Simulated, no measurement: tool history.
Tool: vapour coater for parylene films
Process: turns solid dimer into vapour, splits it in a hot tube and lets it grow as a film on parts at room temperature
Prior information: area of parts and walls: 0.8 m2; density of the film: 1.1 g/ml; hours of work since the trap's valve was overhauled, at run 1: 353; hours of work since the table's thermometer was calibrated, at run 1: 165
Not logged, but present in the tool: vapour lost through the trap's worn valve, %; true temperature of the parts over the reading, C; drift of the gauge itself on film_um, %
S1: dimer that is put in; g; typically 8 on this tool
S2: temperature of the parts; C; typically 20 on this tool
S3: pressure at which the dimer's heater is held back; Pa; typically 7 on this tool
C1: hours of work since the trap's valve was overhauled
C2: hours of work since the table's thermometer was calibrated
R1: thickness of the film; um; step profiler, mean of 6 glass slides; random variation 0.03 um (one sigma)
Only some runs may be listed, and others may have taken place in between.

run    hour  S1  S2     S3   C1    C2    R1
  1       0   8  20      7  353   165  4.07
  2      40   8  20      7  377   189  4.11
  3    93.2   8  20  10.84  409   221  3.73
  4   134.7   8  20  10.84  434   246  3.74
  5   184.2   8  20  10.84  464   276  3.69
      196.8  -- trap's valve overhauled
  6   242.6   8  20  10.84   27   309  3.88
  7   286.7   8  20      7   54   335  4.23
  8     313   8  20      7   70   351  4.18
  9     364   8  20      7  100   382  4.19
 10   418.6   8  12      7  133   415  4.82
 11   449.1   8  20      7  152   433  4.16
 12   504.2   8  20      7  185   466  4.13
 13   554.4   8  20      7  215   496  4.08
 14   593.7   8  20   2.44  238   520  5.04
 15   651.2   8  20   2.44  273   554  5.01
 16   709.2   8  20   2.44  308   589  5.07
 17   746.9   8  20   2.44  331   612     5
 18   793.7   5  20      7  359   640  2.53
 19   852.2   8  20      7  394   675  4.01
 20     896   8  20      7  420   701  3.96
 21   920.2   8  12      7  435   716  4.65
 22   969.2   5  20      7  464   745   2.5
      981.1  -- trap's valve overhauled
 23  1015.8   5  20      7   21   771  2.59
 24  1072.3   5  20      7   55   805   2.6
 25  1106.6   8  17   3.22   75   826  5.14
 26  1139.3   8  17   5.79   95   845  4.62
 27  1189.5   8  17   5.79  125   875  4.48
 28  1238.4   8  17   5.79  155   905  4.57
 29  1273.5   3  20      7  176   926  1.55
 30  1318.1   3  16   7.49  203   953  1.63
 31  1354.6   3  26   7.49  224   975  1.33
 32    1392   3  26   7.49  247   997  1.34
 33  1432.5   3  26   7.49  271  1021  1.35
 34  1471.5   3  26   7.49  295  1045  1.36
 35  1507.8   3  26   7.49  317  1067  1.36
 36  1543.8   3  26   5.26  338  1088  1.42
 37  1591.5   4  26    2.5  367  1117   2.2
 38  1646.6   3  20   2.48  400  1150  1.87
 39  1685.8   6  31   4.36  423  1174  2.74
 40    1739  11  28   4.99  455  1206  5.12
     1765.4  -- trap's valve overhauled
 41  1775.9   4  17   2.92    6  1225  2.61
 42  1820.5   4  30   2.21   33  1252  2.18
 43  1856.4   9  30  11.94   55  1274  3.49
 44  1907.1   4  22   7.81   85  1304  1.97
 45  1941.9   8  18   6.18  106  1325  4.35
 46  1971.2  14  18   6.18  124  1343  7.62
 47  1995.7   6  20   3.65  138  1357  3.55
 48  2037.8   6  20   3.65  164  1383  3.54

What if the next run were any one of these 3? Each begins from the tool's condition after run 48:
  A  2078   8  28  9.11  188  1407   ?
  B  2078   8  12  3.49  188  1407   ?
  C  2078   8  20  2.33  188  1407   ?

run    R1
  A   3.3
  B  5.44
  C  5.09
Had the tool no hidden state, the same runs would have come out as:
run    R1
  A  3.44
  B  5.67
  C  5.31
